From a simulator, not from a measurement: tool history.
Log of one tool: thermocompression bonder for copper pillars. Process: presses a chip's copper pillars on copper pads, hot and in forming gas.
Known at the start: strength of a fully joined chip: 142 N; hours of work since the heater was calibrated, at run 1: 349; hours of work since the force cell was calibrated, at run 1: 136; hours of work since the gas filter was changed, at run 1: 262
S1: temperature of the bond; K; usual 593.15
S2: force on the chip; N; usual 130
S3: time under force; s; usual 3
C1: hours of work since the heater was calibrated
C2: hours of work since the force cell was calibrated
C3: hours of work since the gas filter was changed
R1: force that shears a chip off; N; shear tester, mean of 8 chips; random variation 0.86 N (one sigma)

run,hour,S1,S2,S3,C1,C2,C3,R1
1,0.0,593.15,130,3,349,136,262,62.1
# hour 68.0: forming gas filter changed
2,72.9,593.15,130,3,379,165,2,65.1
3,111.2,614.15,130,3,395,181,18,82.5
4,183.5,593.15,130,3,424,210,47,63.0
5,251.4,593.15,130,3,451,238,75,61.9
6,309.2,593.15,130,3,475,261,98,63.4
7,343.0,593.15,130,3,489,275,112,63.3
8,387.1,593.15,114,3,507,293,130,57.6
9,462.8,593.15,130,3,537,324,160,60.4
10,517.9,593.15,130,3,560,346,183,59.7
11,580.6,593.15,130,3,585,372,208,59.3
12,624.7,593.15,130,3,603,390,226,59.5
13,684.6,593.15,130,3,628,414,251,58.4
14,730.7,593.15,194,3,646,433,269,69.7
15,768.3,601.15,79,3,662,448,285,50.6
# hour 775.2: forming gas filter changed
16,818.7,601.15,79,3,682,468,18,52.4
17,862.2,581.15,157,2,700,486,35,46.1
18,913.8,593.15,130,4,721,507,56,64.9
19,962.0,593.15,130,4,740,527,76,65.6
20,1039.7,589.15,130,3,772,558,108,56.0
21,1073.8,570.15,164,8,786,572,121,65.5
# hour 1104.9: heater calibrated with a thermocouple chip
22,1117.9,608.15,149,2,5,589,138,72.8
23,1169.2,608.15,165,3,26,610,159,85.1
24,1238.7,590.15,92,6,54,638,188,67.9
25,1289.9,580.15,92,3,75,659,208,45.6
26,1359.0,593.15,103,5,103,687,237,68.8
27,1435.4,614.15,182,3,134,718,268,91.9

Measured less the same run without the tool's hidden state. The same run-to-run variation is in both; the gauge's scatter may not be:
The hidden state here: true temperature of the bond over the reading, C; force that reaches the chip, % of what is set; oxide that the forming gas leaves, % of the face; drift of the gauge itself on shear_n, %.
run,R1
1,-6.8
2,-5.4
3,-5.9
4,-6.5
5,-7.2
6,-7.8
7,-8.2
8,-8.1
9,-9.1
10,-9.8
11,-10.4
12,-11.0
13,-11.5
14,-13.1
15,-10.9
16,-9.4
17,-9.6
18,-11.9
19,-12.5
20,-12.7
21,-14.7
22,-4.1
23,-5.1
24,-5.4
25,-4.4
26,-6.8
27,-8.6
